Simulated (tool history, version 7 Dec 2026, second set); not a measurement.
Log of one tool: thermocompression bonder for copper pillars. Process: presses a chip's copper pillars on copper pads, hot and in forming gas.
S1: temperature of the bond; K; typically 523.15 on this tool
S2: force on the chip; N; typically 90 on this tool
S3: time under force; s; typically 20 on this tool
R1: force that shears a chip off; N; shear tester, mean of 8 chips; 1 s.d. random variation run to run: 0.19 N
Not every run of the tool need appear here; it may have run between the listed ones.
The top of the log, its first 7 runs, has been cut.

Run 8, hour 269.3: usual settings but S3 15 s. Result: R1 45.2 N.
Run 9, hour 305.7: usual settings but S3 15 s. Result: R1 45.3 N.
Run 10, hour 353.2: usual settings but S3 15 s. Result: R1 45.4 N.
Run 11, hour 387.1: usual settings but S3 15 s. Result: R1 45.3 N.
Run 12, hour 416.6: usual settings but S3 28 s. Result: R1 55.2 N.
Run 13, hour 443.1: usual settings but S3 28 s. Result: R1 55.2 N.
Run 14, hour 482.4: usual settings but S3 28 s. Result: R1 55.3 N.
Run 15, hour 524: usual settings but S2 111 N. Result: R1 59.2 N.
Run 16, hour 562: usual settings but S1 527.15 K. Result: R1 52.1 N.
Run 17, hour 592.9: usual settings but S1 529.15 K, S2 71 N, S3 18 s. Result: R1 41.3 N.
At hour 607: gauge calibrated.
Run 18, hour 625.4: usual settings but S2 59 N, S3 11 s. Result: R1 25.9 N.
Run 19, hour 651.5: usual settings but S2 64 N, S3 38 s. Result: R1 44.9 N.
Run 20, hour 674.9: usual settings but S1 514.15 K, S2 77 N, S3 47 s. Result: R1 51.7 N.
Run 21, hour 705.7: usual settings but S1 542.15 K, S2 70 N, S3 22 s. Result: R1 48.7 N.
Run 22, hour 738.2: usual settings but S3 29 s. Result: R1 55.2 N.
Run 23, hour 787.6: usual settings but S1 508.15 K, S2 98 N, S3 10 s. Result: R1 35.9 N.
Run 24, hour 816.4: usual settings but S2 56 N, S3 17 s. Result: R1 29 N.
Run 25, hour 841.6: usual settings but S1 546.15 K, S2 61 N, S3 17 s. Result: R1 40.8 N.
At hour 870.7: forming gas filter changed.
Run 26, hour 889.6: usual settings but S1 529.15 K, S2 63 N, S3 15 s. Result: R1 33.9 N.
Run 27, hour 943.2: usual settings but S1 549.15 K, S2 54 N, S3 25 s. Result: R1 43.3 N.
Run 28, hour 988.3: usual settings but S3 44 s. Result: R1 62.4 N.
Run 29, hour 1012: usual settings but S1 533.15 K, S2 77 N, S3 36 s. Result: R1 56.7 N.
Run 30, hour 1054.9: usual settings but S1 518.15 K, S2 63 N, S3 12 s. Result: R1 27.7 N.
Run 31, hour 1088.1: usual settings but S1 518.15 K, S2 63 N, S3 12 s. Result: R1 27.8 N.
Run 32, hour 1131.5: usual settings but S1 547.15 K, S2 100 N, S3 12 s. Result: R1 57.3 N.

What if the next run were any one of these 5? Each begins from the tool's condition after run 32:
Run A, hour 1168: usual settings but S1 534.15 K, S2 100 N, S3 36 s. Result: R1 ?.
Run B, hour 1168: usual settings but S3 54 s. Result: R1 ?.
Run C, hour 1168: usual settings but S1 504.15 K, S2 56 N, S3 16 s. Result: R1 ?.
Run D, hour 1168: usual settings but S1 547.15 K, S2 100 N, S3 23 s. Result: R1 ?.
Run E, hour 1168: usual settings but S1 528.15 K, S2 62 N, S3 12 s. Result: R1 ?.

run    R1
  A  68.6
  B  65.7
  C  22.9
  D  67.3
  E  30.5
With no hidden state in the tool, these same runs would have given:
run    R1
  A  66.9
  B  64.1
  C  22.3
  D  65.7
  E  29.7
